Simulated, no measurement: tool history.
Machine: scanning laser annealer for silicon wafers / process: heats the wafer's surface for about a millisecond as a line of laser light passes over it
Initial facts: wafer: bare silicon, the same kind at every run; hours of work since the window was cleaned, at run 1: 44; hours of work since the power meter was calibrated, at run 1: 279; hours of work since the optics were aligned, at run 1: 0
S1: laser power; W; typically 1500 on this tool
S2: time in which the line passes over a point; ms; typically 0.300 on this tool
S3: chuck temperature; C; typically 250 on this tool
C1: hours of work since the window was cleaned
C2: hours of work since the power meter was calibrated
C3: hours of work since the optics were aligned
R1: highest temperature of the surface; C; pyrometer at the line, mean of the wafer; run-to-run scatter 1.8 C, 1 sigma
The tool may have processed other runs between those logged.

Run 1, hour 0.0: usual settings; C1 44; C2 279; C3 0. Result: R1 1027 C.
Run 2, hour 23.7: usual settings; C1 61; C2 296; C3 17. Result: R1 1023 C.
Run 3, hour 46.4: usual settings but S2 0.361 ms; C1 77; C2 312; C3 33. Result: R1 1101 C.
Run 4, hour 72.7: usual settings; C1 95; C2 330; C3 51. Result: R1 1018 C.
Run 5, hour 89.4: usual settings; C1 107; C2 342; C3 63. Result: R1 1018 C.
Run 6, hour 104.2: usual settings but S2 0.220 ms; C1 118; C2 352; C3 73. Result: R1 898 C.
Run 7, hour 124.1: usual settings but S2 0.220 ms; C1 132; C2 366; C3 88. Result: R1 897 C.
Run 8, hour 141.2: usual settings; C1 144; C2 378; C3 100. Result: R1 1013 C.
Run 9, hour 155.5: usual settings; C1 154; C2 388; C3 110. Result: R1 1015 C.
Run 10, hour 176.6: usual settings; C1 169; C2 403; C3 125. Result: R1 1016 C.
Run 11, hour 201.1: usual settings but S3 288 C; C1 186; C2 421; C3 142. Result: R1 1045 C.
Run 12, hour 225.4: usual settings but S3 288 C; C1 203; C2 438; C3 159. Result: R1 1040 C.
Run 13, hour 237.5: usual settings but S1 1565 W, S2 0.299 ms; C1 212; C2 446; C3 167. Result: R1 1039 C.
Run 14, hour 264.2: usual settings but S1 1629 W, S2 0.299 ms, S3 249 C; C1 230; C2 465; C3 186. Result: R1 1068 C.
Run 15, hour 290.2: usual settings but S1 1642 W, S2 0.299 ms, S3 215 C; C1 249; C2 483; C3 205. Result: R1 1039 C.
Run 16, hour 314.4: usual settings but S1 1424 W, S2 0.258 ms, S3 233 C; C1 266; C2 501; C3 222. Result: R1 888 C.
Run 17, hour 334.7: usual settings but S1 1329 W, S2 0.217 ms; C1 280; C2 515; C3 236. Result: R1 802 C.
Run 18, hour 346.8: usual settings but S1 1301 W, S2 0.290 ms; C1 289; C2 523; C3 245. Result: R1 878 C.
Run 19, hour 369.7: usual settings but S1 1555 W, S2 0.234 ms; C1 305; C2 540; C3 261. Result: R1 924 C.
Run 20, hour 386.7: usual settings but S1 1293 W, S2 0.224 ms, S3 238 C; C1 317; C2 552; C3 273. Result: R1 778 C.
Run 21, hour 401.9: usual settings but S2 0.311 ms, S3 283 C; C1 327; C2 562; C3 283. Result: R1 1036 C.
Run 22, hour 427.4: usual settings but S2 0.311 ms, S3 283 C; C1 345; C2 580; C3 301. Result: R1 1037 C.
At hour 440.6: window over the wafer cleaned.
Run 23, hour 441.9: usual settings but S1 1624 W; C1 1; C2 589; C3 310. Result: R1 1099 C.

Each row is a separate what-if for the run after 23, all from the same tool condition, not one after another. Results?
Run A, hour 454.5: usual settings but S1 1499 W, S2 0.211 ms, S3 218 C; C1 10; C2 598; C3 319. Result: R1 ?.
Run B, hour 454.5: usual settings but S1 1624 W, S2 0.212 ms; C1 10; C2 598; C3 319. Result: R1 ?.
Run C, hour 454.5: usual settings but S1 1624 W, S3 238 C; C1 10; C2 598; C3 319. Result: R1 ?.
Run D, hour 454.5: usual settings but S1 1445 W, S3 248 C; C1 10; C2 598; C3 319. Result: R1 ?.

run    R1
  A   860
  B   954
  C  1086
  D   999
Take away the tool's hidden state, keep each run's random variation, and the runs would have read:
run    R1
  A   861
  B   955
  C  1087
  D  1001

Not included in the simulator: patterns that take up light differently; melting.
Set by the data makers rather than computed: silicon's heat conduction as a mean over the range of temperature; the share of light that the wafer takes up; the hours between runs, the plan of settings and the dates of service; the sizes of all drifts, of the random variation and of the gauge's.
